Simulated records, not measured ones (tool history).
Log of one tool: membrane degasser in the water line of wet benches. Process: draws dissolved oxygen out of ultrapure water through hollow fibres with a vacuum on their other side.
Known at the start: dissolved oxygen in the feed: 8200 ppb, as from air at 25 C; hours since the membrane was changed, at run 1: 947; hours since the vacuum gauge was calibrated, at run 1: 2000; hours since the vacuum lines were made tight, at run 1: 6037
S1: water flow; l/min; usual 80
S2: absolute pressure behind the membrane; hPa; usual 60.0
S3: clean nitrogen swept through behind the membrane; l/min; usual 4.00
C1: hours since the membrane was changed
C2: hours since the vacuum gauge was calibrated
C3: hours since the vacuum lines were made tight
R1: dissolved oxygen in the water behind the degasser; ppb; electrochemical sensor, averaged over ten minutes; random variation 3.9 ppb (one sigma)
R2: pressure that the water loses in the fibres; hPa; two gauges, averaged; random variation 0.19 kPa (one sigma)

run	day	S1	S2	S3	C1	C2	C3	R1	R2
1	0.000	80	60.0	4.00	947	2000	6037	399.8	420.2
2	1.425	80	60.0	4.00	981	2035	6071	398.0	419.4
3	2.792	80	60.0	1.72	1014	2067	6104	528.5	415.0
4	4.629	80	60.0	1.72	1058	2112	6148	512.5	419.7
5	6.275	80	60.0	1.72	1097	2151	6188	516.5	419.7
6	7.612	80	60.0	1.72	1129	2183	6220	526.8	417.2
7	8.767	80	60.0	1.72	1157	2211	6247	523.1	418.4
8	10.112	80	60.0	1.72	1189	2243	6280	519.6	415.4
9	11.171	80	60.0	4.00	1215	2269	6305	401.8	416.7
10	12.067	80	60.0	4.00	1236	2290	6327	396.3	418.7
11	13.942	80	60.0	4.00	1281	2335	6372	411.6	417.0
12	15.238	48	60.0	4.00	1312	2366	6403	228.7	249.2
13	16.192	48	60.0	4.00	1335	2389	6426	227.9	248.7
14	17.800	80	60.0	4.00	1374	2428	6464	407.1	419.0
15	19.358	80	60.0	4.00	1411	2465	6502	404.5	418.7
16	21.271	80	60.0	4.00	1457	2511	6548	408.6	421.3
17	22.950	99	113.1	6.38	1497	2551	6588	621.7	514.3
18	25.021	68	113.1	5.86	1547	2601	6638	444.4	356.7
19	26.196	80	113.1	7.10	1575	2629	6666	483.8	419.9
20	27.517	53	50.4	4.00	1607	2661	6697	230.5	280.5

Run 21 comes next. What will it give?
21	29.588	60	97.9	2.05	1657	2711	6747	?	?

R1: 585.4 ppb
R2: 314.2 hPa
Without the tool's hidden state the same run would have given R1 570.0 ppb, R2 310.8 hPa.
